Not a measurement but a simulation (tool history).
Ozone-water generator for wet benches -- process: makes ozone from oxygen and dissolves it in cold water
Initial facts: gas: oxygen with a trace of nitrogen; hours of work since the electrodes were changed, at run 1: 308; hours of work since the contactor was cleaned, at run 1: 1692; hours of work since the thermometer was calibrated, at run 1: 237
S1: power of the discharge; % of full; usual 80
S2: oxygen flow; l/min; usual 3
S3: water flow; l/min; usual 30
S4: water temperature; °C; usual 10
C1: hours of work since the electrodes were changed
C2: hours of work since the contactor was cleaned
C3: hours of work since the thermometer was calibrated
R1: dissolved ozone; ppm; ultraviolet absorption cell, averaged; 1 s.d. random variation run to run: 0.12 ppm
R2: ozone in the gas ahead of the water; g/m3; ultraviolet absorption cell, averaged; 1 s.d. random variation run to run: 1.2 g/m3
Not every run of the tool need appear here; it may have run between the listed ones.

{"run": 1, "hour": 0.0, "S1": 80, "S2": 3, "S3": 30, "S4": 10, "C1": 308, "C2": 1692, "C3": 237, "R1": 10, "R2": 205.6}
{"run": 2, "hour": 31.6, "S1": 80, "S2": 5.04, "S3": 30, "S4": 10, "C1": 339, "C2": 1722, "C3": 268, "R1": 12, "R2": 167.3}
{"run": 3, "hour": 58.5, "S1": 80, "S2": 3, "S3": 30, "S4": 10, "C1": 365, "C2": 1748, "C3": 294, "R1": 9.9, "R2": 207.8}
{"run": 4, "hour": 72.3, "S1": 80, "S2": 3, "S3": 30, "S4": 10, "C1": 378, "C2": 1761, "C3": 307, "R1": 10, "R2": 208.7}
{"run": 5, "hour": 90.9, "S1": 80, "S2": 3, "S3": 30, "S4": 10, "C1": 396, "C2": 1779, "C3": 325, "R1": 9.9, "R2": 207.7}
{"run": 6, "hour": 113.8, "S1": 80, "S2": 3, "S3": 30, "S4": 10, "C1": 418, "C2": 1802, "C3": 347, "R1": 10.1, "R2": 207.8}
{"run": 7, "hour": 140.7, "S1": 65, "S2": 3, "S3": 30, "S4": 10, "C1": 445, "C2": 1828, "C3": 373, "R1": 8.5, "R2": 175.5}
{"run": 8, "hour": 170.9, "S1": 65, "S2": 3, "S3": 30, "S4": 10, "C1": 474, "C2": 1857, "C3": 403, "R1": 8.5, "R2": 177.5}
{"run": 9, "hour": 191.6, "S1": 65, "S2": 3, "S3": 30, "S4": 10, "C1": 494, "C2": 1877, "C3": 423, "R1": 8.6, "R2": 176.3}
{"run": 10, "hour": 222.0, "S1": 65, "S2": 3, "S3": 30, "S4": 10, "C1": 523, "C2": 1906, "C3": 452, "R1": 8.4, "R2": 177.2}
{"run": 11, "hour": 237.7, "S1": 65, "S2": 3, "S3": 30, "S4": 10, "C1": 538, "C2": 1921, "C3": 467, "R1": 8.5, "R2": 176}
{"run": 12, "hour": 262.7, "S1": 65, "S2": 3, "S3": 30, "S4": 10, "C1": 562, "C2": 1946, "C3": 491, "R1": 8.6, "R2": 177.6}
{"run": 13, "hour": 288.5, "S1": 80, "S2": 3, "S3": 30, "S4": 10, "C1": 587, "C2": 1971, "C3": 516, "R1": 9.9, "R2": 205.6}
{"hour": 293.9, "done": "contactor cleaned"}
{"run": 14, "hour": 320.3, "S1": 80, "S2": 3, "S3": 30, "S4": 10, "C1": 614, "C2": 25, "C3": 543, "R1": 9.5, "R2": 206.1}
{"hour": 343.1, "done": "contactor cleaned, once more"}
{"run": 15, "hour": 348.8, "S1": 84, "S2": 3, "S3": 30, "S4": 10, "C1": 638, "C2": 6, "C3": 567, "R1": 10.9, "R2": 213.3}
{"run": 16, "hour": 378.4, "S1": 84, "S2": 3, "S3": 30, "S4": 10, "C1": 667, "C2": 34, "C3": 595, "R1": 10.9, "R2": 213}
{"run": 17, "hour": 394.7, "S1": 84, "S2": 3, "S3": 30, "S4": 10, "C1": 682, "C2": 50, "C3": 611, "R1": 10.9, "R2": 212.4}
{"run": 18, "hour": 424.2, "S1": 49, "S2": 3, "S3": 30, "S4": 10, "C1": 711, "C2": 78, "C3": 640, "R1": 7.2, "R2": 142.9}
{"run": 19, "hour": 439.3, "S1": 49, "S2": 5.19, "S3": 34, "S4": 10, "C1": 726, "C2": 93, "C3": 654, "R1": 7.6, "R2": 112.1}
{"run": 20, "hour": 460.0, "S1": 80, "S2": 3.93, "S3": 26, "S4": 13, "C1": 746, "C2": 113, "C3": 674, "R1": 13.1, "R2": 182.5}
{"run": 21, "hour": 488.2, "S1": 73, "S2": 3, "S3": 30, "S4": 6, "C1": 773, "C2": 140, "C3": 702, "R1": 10.1, "R2": 192}
{"run": 22, "hour": 519.3, "S1": 72, "S2": 3.28, "S3": 30, "S4": 6, "C1": 803, "C2": 170, "C3": 732, "R1": 10, "R2": 181.8}
{"run": 23, "hour": 550.9, "S1": 72, "S2": 3.28, "S3": 30, "S4": 6, "C1": 833, "C2": 201, "C3": 762, "R1": 10.3, "R2": 179.8}
{"run": 24, "hour": 581.4, "S1": 80, "S2": 4.27, "S3": 39, "S4": 10, "C1": 863, "C2": 230, "C3": 792, "R1": 8.6, "R2": 174.6}
{"run": 25, "hour": 611.9, "S1": 61, "S2": 4.63, "S3": 19, "S4": 16, "C1": 892, "C2": 260, "C3": 821, "R1": 14.6, "R2": 139.4}
{"run": 26, "hour": 627.5, "S1": 80, "S2": 1.64, "S3": 21, "S4": 10, "C1": 908, "C2": 275, "C3": 836, "R1": 12.4, "R2": 265.4}
{"run": 27, "hour": 642.5, "S1": 57, "S2": 1.68, "S3": 23, "S4": 7, "C1": 922, "C2": 290, "C3": 851, "R1": 9, "R2": 201.9}
{"run": 28, "hour": 660.9, "S1": 80, "S2": 2.96, "S3": 19, "S4": 8, "C1": 940, "C2": 307, "C3": 869, "R1": 17.4, "R2": 205.7}
{"run": 29, "hour": 678.8, "S1": 76, "S2": 5.27, "S3": 30, "S4": 10, "C1": 957, "C2": 325, "C3": 886, "R1": 11.9, "R2": 154}
{"run": 30, "hour": 695.6, "S1": 52, "S2": 3, "S3": 30, "S4": 6, "C1": 973, "C2": 341, "C3": 902, "R1": 7.9, "R2": 147.9}
{"run": 31, "hour": 726.9, "S1": 52, "S2": 3, "S3": 30, "S4": 6, "C1": 1004, "C2": 371, "C3": 933, "R1": 7.7, "R2": 149.1}
{"run": 32, "hour": 758.1, "S1": 52, "S2": 3, "S3": 30, "S4": 6, "C1": 1034, "C2": 401, "C3": 963, "R1": 7.7, "R2": 148.5}
{"run": 33, "hour": 788.7, "S1": 80, "S2": 3, "S3": 40, "S4": 10, "C1": 1063, "C2": 431, "C3": 992, "R1": 7.4, "R2": 203.8}

Predict each of these 4 candidate next runs independently; none follows another, all start after run 33:
{"run": "A", "hour": 809.4, "S1": 80, "S2": 3, "S3": 30, "S4": 5, "C1": 1083, "C2": 451, "C3": 1012, "R1": "?", "R2": "?"}
{"run": "B", "hour": 809.4, "S1": 80, "S2": 2.5, "S3": 40, "S4": 6, "C1": 1083, "C2": 451, "C3": 1012, "R1": "?", "R2": "?"}
{"run": "C", "hour": 809.4, "S1": 51, "S2": 1.86, "S3": 30, "S4": 10, "C1": 1083, "C2": 451, "C3": 1012, "R1": "?", "R2": "?"}
{"run": "D", "hour": 809.4, "S1": 80, "S2": 4.66, "S3": 45, "S4": 10, "C1": 1083, "C2": 451, "C3": 1012, "R1": "?", "R2": "?"}

run=A R1=10.6 R2=203.3
run=B R1=6.7 R2=221.2
run=C R1=5.9 R2=179.3
run=D R1=7.4 R2=168.2
The same runs, with their run-to-run variation unchanged, on a tool lacking any hidden condition would have given:
run=A R1=11.1 R2=210.3
run=B R1=7 R2=228.8
run=C R1=6.2 R2=183.6
run=D R1=7.8 R2=174
